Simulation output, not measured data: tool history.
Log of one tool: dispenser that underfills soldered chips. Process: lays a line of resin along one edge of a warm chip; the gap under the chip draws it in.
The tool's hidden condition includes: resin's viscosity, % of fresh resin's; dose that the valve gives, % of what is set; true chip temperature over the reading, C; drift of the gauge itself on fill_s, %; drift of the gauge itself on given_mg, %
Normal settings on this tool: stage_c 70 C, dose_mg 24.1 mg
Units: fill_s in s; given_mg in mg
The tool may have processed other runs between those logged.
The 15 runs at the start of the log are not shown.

run,hour,stage_c,dose_mg,hours of work since the syringe was changed,hours of work since the valve was cleaned,hours of work since the stage was calibrated,fill_s,given_mg
# hour 125.6: new syringe of resin
# hour 127.4: dispensing valve cleaned and set on the balance
16,130.4,61,24.1,3,2,187,94.4,23.99
# hour 137.0: new syringe of resin
17,139.8,61,24.1,2,9,194,90.5,23.97
# hour 147.7: new syringe of resin
18,148.0,60,24.1,0,14,199,87.5,24.08
# hour 158.3: new syringe of resin
19,158.3,60,24.1,0,21,206,91.1,23.68
20,163.6,77,24.1,4,25,210,47.4,23.75
# hour 169.1: new syringe of resin
21,173.4,63,22.6,3,32,217,90.1,21.96
# hour 179.9: new syringe of resin
22,182.3,84,23.6,2,38,223,31.9,23.03
23,188.7,74,24.4,6,43,228,59.1,23.64
# hour 190.6: new syringe of resin
24,198.6,78,24.4,6,50,235,49.0,23.52
# hour 201.6: new syringe of resin
25,204.6,78,24.4,2,54,239,41.3,23.62
26,209.9,68,26.6,6,58,242,77.8,25.56
# hour 212.9: new syringe of resin
# hour 216.7: dispensing valve cleaned and set on the balance
27,222.0,68,26.6,6,4,250,74.0,26.43
# hour 224.3: new syringe of resin
28,231.4,68,26.6,5,10,257,74.1,26.22
# hour 234.8: new syringe of resin
29,240.3,70,29.3,4,16,263,64.3,28.91
# hour 245.5: new syringe of resin
30,246.3,77,28.0,1,21,267,41.1,27.69
# hour 256.6: new syringe of resin
31,257.9,77,28.0,1,29,275,42.2,27.44
# hour 266.9: new syringe of resin
32,268.2,62,29.1,1,36,282,83.2,28.20
33,273.1,70,28.7,4,39,286,67.6,27.82
# hour 277.3: new syringe of resin
34,282.5,70,28.7,4,46,292,64.2,27.75

4 ways to go on from here, each from the tool as it stands after run 34. What would each give?
# hour 287.9: new syringe of resin
A,292.5,64,26.4,3,53,299,?,?
# hour 287.9: new syringe of resin
B,292.5,70,24.6,3,53,299,?,?
# hour 287.9: new syringe of resin
C,292.5,78,30.1,3,53,299,?,?
# hour 287.9: new syringe of resin
D,292.5,70,26.9,3,53,299,?,?

run,fill_s,given_mg
A,83.5,25.27
B,65.5,23.85
C,44.7,28.87
D,65.3,25.97
Without the tool's hidden state the same runs would have given:
run,fill_s,given_mg
A,66.7,26.28
B,52.3,24.80
C,36.2,30.03
D,52.3,27.00

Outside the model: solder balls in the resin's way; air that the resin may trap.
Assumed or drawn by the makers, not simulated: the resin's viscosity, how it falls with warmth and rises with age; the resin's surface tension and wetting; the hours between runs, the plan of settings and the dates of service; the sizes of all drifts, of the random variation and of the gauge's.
